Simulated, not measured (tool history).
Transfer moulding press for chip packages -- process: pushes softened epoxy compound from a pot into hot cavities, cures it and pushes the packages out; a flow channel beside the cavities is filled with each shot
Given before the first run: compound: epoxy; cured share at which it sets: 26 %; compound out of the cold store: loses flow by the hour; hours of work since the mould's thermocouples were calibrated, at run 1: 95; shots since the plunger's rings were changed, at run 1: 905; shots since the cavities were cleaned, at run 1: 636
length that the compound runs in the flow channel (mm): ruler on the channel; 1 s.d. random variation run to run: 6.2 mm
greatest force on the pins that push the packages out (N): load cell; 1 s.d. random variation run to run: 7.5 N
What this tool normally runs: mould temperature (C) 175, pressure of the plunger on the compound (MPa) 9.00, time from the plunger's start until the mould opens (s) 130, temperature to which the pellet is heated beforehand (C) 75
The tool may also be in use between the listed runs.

run,hour,mould temperature (C),pressure of the plunger on the compound (MPa),time from the plunger's start until the mould opens (s),temperature to which the pellet is heated beforehand (C),hours of work since the mould's thermocouples were calibrated,shots since the plunger's rings were changed,shots since the cavities were cleaned,incoming compound's hours out of the cold store,length that the compound runs in the flow channel (mm),greatest force on the pins that push the packages out (N)
1,0.0,175,9.00,130,75,95,905,636,12.5,822,327
2,31.0,175,9.00,130,65,117,1242,973,34.0,702,328
# hour 44.5: cavities cleaned with cleaning compound and waxed
3,53.4,175,9.00,130,65,132,1469,97,44.5,661,306
4,93.1,175,9.00,118,65,160,1900,528,30.1,730,360
5,131.6,175,9.00,118,65,188,2317,945,32.2,712,374
# hour 146.4: cavities cleaned with cleaning compound and waxed
6,166.6,175,9.00,149,75,212,2681,218,15.1,799,294
7,200.2,175,9.00,130,75,236,3047,584,28.1,740,316
8,241.7,175,9.00,130,75,265,3497,1034,33.2,720,321
# hour 249.2: cavities cleaned with cleaning compound and waxed
9,271.4,175,9.00,130,75,286,3803,241,37.0,691,321
# hour 305.8: mould's thermocouples calibrated
10,309.1,175,9.00,130,75,2,4191,629,17.6,795,339
11,335.9,178,9.21,124,77,22,4482,920,29.8,724,314
# hour 354.3: cavities cleaned with cleaning compound and waxed
12,373.9,178,9.21,124,77,48,4878,213,31.5,716,296
13,419.5,175,9.00,130,72,80,5373,708,38.2,701,312
14,443.8,181,7.29,122,65,98,5637,972,16.2,698,288
# hour 455.0: cavities cleaned with cleaning compound and waxed
15,485.9,181,7.29,122,65,127,6078,336,32.0,634,278
# hour 518.5: plunger's sealing rings changed
16,523.5,181,7.29,122,65,152,55,717,42.4,591,277
# hour 560.6: cavities cleaned with cleaning compound and waxed
17,570.7,178,7.29,122,68,184,551,109,10.4,741,319
18,606.2,178,10.61,122,68,210,936,494,14.7,862,318
19,631.4,178,10.61,122,68,228,1210,768,30.4,777,323

Consider 4 possible next runs. They are alternatives, not a sequence: every one starts from the tool as it was left by run 19. What does each give?
# hour 663.4: cavities cleaned with cleaning compound and waxed
A,669.2,175,9.00,124,75,254,1604,63,42.6,?,?
# hour 663.4: cavities cleaned with cleaning compound and waxed
B,669.2,182,10.61,122,68,254,1604,63,29.0,?,?
# hour 663.4: cavities cleaned with cleaning compound and waxed
C,669.2,178,7.90,122,68,254,1604,63,19.5,?,?
# hour 663.4: cavities cleaned with cleaning compound and waxed
D,669.2,178,10.50,122,68,254,1604,63,11.8,?,?

run,length that the compound runs in the flow channel (mm),greatest force on the pins that push the packages out (N)
A,674,341
B,769,275
C,718,300
D,877,313
The same runs, with their run-to-run variation unchanged, on a tool lacking any hidden condition would have given:
run,length that the compound runs in the flow channel (mm),greatest force on the pins that push the packages out (N)
A,674,340
B,770,274
C,718,300
D,877,312
